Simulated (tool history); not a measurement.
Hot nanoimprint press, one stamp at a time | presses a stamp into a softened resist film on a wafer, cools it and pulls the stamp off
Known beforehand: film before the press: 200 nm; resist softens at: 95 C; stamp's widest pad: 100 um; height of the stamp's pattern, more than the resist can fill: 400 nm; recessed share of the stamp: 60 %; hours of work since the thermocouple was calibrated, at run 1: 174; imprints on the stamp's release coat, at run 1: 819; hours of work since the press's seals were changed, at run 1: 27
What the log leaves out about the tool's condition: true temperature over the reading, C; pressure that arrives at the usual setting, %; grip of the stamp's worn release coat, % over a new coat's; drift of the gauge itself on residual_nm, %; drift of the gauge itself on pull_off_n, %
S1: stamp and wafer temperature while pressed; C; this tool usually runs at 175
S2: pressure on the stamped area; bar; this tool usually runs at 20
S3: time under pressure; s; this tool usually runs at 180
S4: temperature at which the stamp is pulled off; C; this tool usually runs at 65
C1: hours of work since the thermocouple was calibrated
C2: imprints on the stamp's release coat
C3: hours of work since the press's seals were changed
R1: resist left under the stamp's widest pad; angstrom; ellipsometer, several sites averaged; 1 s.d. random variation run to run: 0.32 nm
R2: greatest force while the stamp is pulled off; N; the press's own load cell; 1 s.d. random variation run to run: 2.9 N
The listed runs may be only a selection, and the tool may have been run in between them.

| run | day | S1 | S2 | S3 | S4 | C1 | C2 | C3 | R1 | R2 |
|---|---|---|---|---|---|---|---|---|---|---|
| 1 | 0 | 175 | 20 | 180 | 65 | 174 | 819 | 27 | 1190 | 174 |
| 2 | 2.583 | 175 | 20 | 180 | 65 | 204 | 1039 | 56 | 1195 | 182 |
|  | 3.092 | stamp cleaned and given a new release coat |
| 3 | 5.079 | 175 | 20 | 180 | 65 | 229 | 170 | 82 | 1199 | 144 |
| 4 | 7.992 | 175 | 20 | 180 | 65 | 262 | 418 | 115 | 1195 | 158 |
| 5 | 9.95 | 172 | 20 | 180 | 65 | 284 | 585 | 137 | 1288 | 173 |
|  | 12.754 | plate thermocouple calibrated |
| 6 | 13.146 | 172 | 20 | 180 | 65 | 4 | 847 | 172 | 1277 | 173 |
|  | 16.038 | stamp cleaned and given a new release coat |
| 7 | 16.217 | 172 | 20 | 180 | 63 | 36 | 15 | 204 | 1274 | 143 |
| 8 | 18.7 | 172 | 20 | 180 | 63 | 65 | 227 | 232 | 1278 | 158 |
| 9 | 20.529 | 172 | 20 | 180 | 63 | 85 | 383 | 253 | 1280 | 162 |
| 10 | 22.942 | 171 | 20 | 180 | 65 | 113 | 589 | 280 | 1304 | 166 |
| 11 | 25.342 | 175 | 20 | 180 | 65 | 140 | 793 | 307 | 1201 | 168 |
| 12 | 28.092 | 175 | 20 | 180 | 54 | 171 | 1028 | 339 | 1203 | 249 |
|  | 28.746 | stamp cleaned and given a new release coat |
| 13 | 29.746 | 175 | 20 | 180 | 65 | 187 | 85 | 355 | 1201 | 142 |
| 14 | 32.833 | 175 | 20 | 180 | 65 | 222 | 348 | 390 | 1208 | 149 |
| 15 | 35.567 | 175 | 17.5 | 308 | 65 | 253 | 581 | 421 | 1100 | 162 |
| 16 | 37.379 | 177 | 20 | 180 | 50 | 274 | 736 | 441 | 1157 | 247 |
| 17 | 38.975 | 168 | 20 | 180 | 65 | 292 | 872 | 459 | 1408 | 172 |
|  | 40.962 | plate thermocouple calibrated |
| 18 | 41.083 | 172 | 12.9 | 359 | 65 | 1 | 1041 | 482 | 1284 | 181 |
|  | 41.55 | stamp cleaned and given a new release coat |
| 19 | 43.617 | 166 | 12.9 | 224 | 71 | 27 | 177 | 508 | 1589 | 119 |
| 20 | 45.083 | 166 | 12.9 | 224 | 71 | 44 | 301 | 524 | 1592 | 120 |
| 21 | 46.621 | 166 | 12.9 | 224 | 71 | 61 | 433 | 542 | 1595 | 131 |
| 22 | 49.788 | 166 | 12.9 | 224 | 71 | 97 | 702 | 578 | 1594 | 139 |
| 23 | 51.35 | 182 | 20 | 180 | 51 | 115 | 835 | 595 | 1024 | 245 |
| 24 | 53.725 | 182 | 20 | 180 | 51 | 142 | 1038 | 622 | 1027 | 265 |
|  | 54.346 | stamp cleaned and given a new release coat |
| 25 | 55.442 | 164 | 20 | 180 | 65 | 159 | 93 | 639 | 1509 | 137 |
| 26 | 58.754 | 164 | 21.3 | 192 | 65 | 196 | 375 | 676 | 1474 | 153 |
| 27 | 61.558 | 168 | 14.1 | 202 | 65 | 228 | 614 | 708 | 1544 | 161 |
| 28 | 63.45 | 166 | 15.1 | 184 | 52 | 249 | 776 | 730 | 1585 | 233 |

Results for each run, recomputed without the tool's hidden state and with each run's random variation untouched:
| run | R1 | R2 |
|---|---|---|
| 1 | 1175 | 136 |
| 2 | 1178 | 134 |
| 3 | 1180 | 134 |
| 4 | 1173 | 137 |
| 5 | 1263 | 143 |
| 6 | 1266 | 136 |
| 7 | 1261 | 142 |
| 8 | 1263 | 146 |
| 9 | 1263 | 143 |
| 10 | 1285 | 139 |
| 11 | 1180 | 133 |
| 12 | 1180 | 185 |
| 13 | 1177 | 136 |
| 14 | 1181 | 132 |
| 15 | 1072 | 134 |
| 16 | 1127 | 198 |
| 17 | 1375 | 132 |
| 18 | 1272 | 135 |
| 19 | 1577 | 112 |
| 20 | 1579 | 109 |
| 21 | 1580 | 114 |
| 22 | 1578 | 113 |
| 23 | 1000 | 192 |
| 24 | 1001 | 197 |
| 25 | 1481 | 131 |
| 26 | 1441 | 135 |
| 27 | 1517 | 133 |
| 28 | 1557 | 185 |
